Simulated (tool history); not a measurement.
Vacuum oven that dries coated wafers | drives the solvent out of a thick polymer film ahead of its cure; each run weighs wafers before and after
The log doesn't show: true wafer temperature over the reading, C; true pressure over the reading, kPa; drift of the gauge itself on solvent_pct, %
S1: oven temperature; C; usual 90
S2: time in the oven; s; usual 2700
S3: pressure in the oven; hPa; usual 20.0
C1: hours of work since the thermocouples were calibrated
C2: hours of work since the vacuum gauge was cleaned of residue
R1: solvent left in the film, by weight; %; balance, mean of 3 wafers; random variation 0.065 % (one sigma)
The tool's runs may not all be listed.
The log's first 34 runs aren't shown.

| run | hour | S1 | S2 | S3 | C1 | C2 | R1 |
|---|---|---|---|---|---|---|---|
| 35 | 1290.3 | 90 | 2760 | 15.3 | 1181 | 1059 | 4.20 |
| 36 | 1330.4 | 90 | 3240 | 23.1 | 1204 | 1082 | 4.52 |
| 37 | 1370.7 | 90 | 3240 | 23.1 | 1228 | 1106 | 4.51 |
| 38 | 1395.2 | 77 | 2340 | 53.1 | 1242 | 1120 | 15.80 |
| 39 | 1450.8 | 91 | 3480 | 53.4 | 1274 | 1152 | 7.77 |
| 40 | 1505.9 | 97 | 2700 | 48.7 | 1306 | 1184 | 5.48 |
| 41 | 1560.3 | 85 | 4200 | 16.2 | 1337 | 1216 | 4.66 |
| 42 | 1610.4 | 85 | 4200 | 16.2 | 1367 | 1245 | 4.77 |
| 43 | 1657.2 | 85 | 3360 | 19.0 | 1394 | 1272 | 6.05 |
| 44 | 1688.5 | 85 | 3360 | 19.0 | 1412 | 1290 | 6.05 |
| 45 | 1718.1 | 90 | 2460 | 20.0 | 1429 | 1307 | 5.40 |
| 46 | 1751.6 | 99 | 2700 | 22.1 | 1448 | 1327 | 2.62 |

5 ways to go on from here, each from the tool as it stands after run 46. What would each give?
| A | 1787.8 | 95 | 1620 | 62.3 | 1469 | 1348 | ? |
| B | 1787.8 | 90 | 3960 | 34.1 | 1469 | 1348 | ? |
| C | 1787.8 | 83 | 2700 | 20.0 | 1469 | 1348 | ? |
| D | 1787.8 | 101 | 3660 | 34.9 | 1469 | 1348 | ? |
| E | 1787.8 | 100 | 2520 | 22.1 | 1469 | 1348 | ? |

| run | R1 |
|---|---|
| A | 9.04 |
| B | 5.68 |
| C | 8.18 |
| D | 3.39 |
| E | 2.66 |
Without the tool's hidden state the same runs would have given:
| run | R1 |
|---|---|
| A | 8.04 |
| B | 4.84 |
| C | 7.05 |
| D | 2.95 |
| E | 2.17 |

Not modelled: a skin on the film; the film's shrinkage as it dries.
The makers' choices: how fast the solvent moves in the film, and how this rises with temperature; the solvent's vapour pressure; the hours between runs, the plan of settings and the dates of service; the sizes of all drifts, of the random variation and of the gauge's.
